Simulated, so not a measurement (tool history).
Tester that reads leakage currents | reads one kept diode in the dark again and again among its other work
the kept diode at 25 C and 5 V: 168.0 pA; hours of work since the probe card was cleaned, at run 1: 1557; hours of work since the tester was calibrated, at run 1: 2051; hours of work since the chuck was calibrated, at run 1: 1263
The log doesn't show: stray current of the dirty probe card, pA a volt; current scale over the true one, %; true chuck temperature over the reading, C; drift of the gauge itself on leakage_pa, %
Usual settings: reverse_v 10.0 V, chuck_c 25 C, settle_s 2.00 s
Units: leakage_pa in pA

run    hour  reverse_v  chuck_c  settle_s  hours of work since the probe card was cleaned  hours of work since the tester was calibrated  hours of work since the chuck was calibrated  leakage_pa
  1     0.0       10.0       25      2.00                                            1557                                           2051                                          1263      240.78
       54.3  -- chuck's temperature calibrated
  2    76.5       10.0       25      2.00                                            1601                                           2095                                            13      241.67
  3   201.3        3.0       25      2.00                                            1675                                           2169                                            87      130.80
  4   300.7        3.0       25      2.00                                            1735                                           2228                                           146      130.07
  5   416.6        3.0       25      2.00                                            1803                                           2297                                           215      130.45
  6   534.8        3.0       25      2.00                                            1874                                           2367                                           285      129.89
  7   611.5        3.0       25      2.00                                            1919                                           2413                                           331      130.00
  8   744.5        3.0       25      2.00                                            1998                                           2492                                           410      130.43
  9   909.3        3.0       25      2.00                                            2096                                           2590                                           508      130.55
 10  1021.7        3.0       25      2.00                                            2163                                           2656                                           575      129.68
 11  1103.1        3.0       25      2.00                                            2211                                           2705                                           623      130.57
 12  1222.6        3.0       25      2.00                                            2282                                           2776                                           694      129.81
 13  1352.3        3.0       25      2.00                                            2359                                           2853                                           771      130.31
 14  1483.0        3.0       25      2.00                                            2437                                           2930                                           849      130.17
 15  1561.1        6.5       25      4.90                                            2483                                           2977                                           895      191.31

The next listed run, before its measurement:
     1603.7  -- probe card cleaned and baked
 16  1665.7        6.5       40      2.18                                              37                                           3037                                           955           ?

leakage_pa: 675.33 pA
Without the tool's hidden state the same run would have given leakage_pa 676.13 pA.
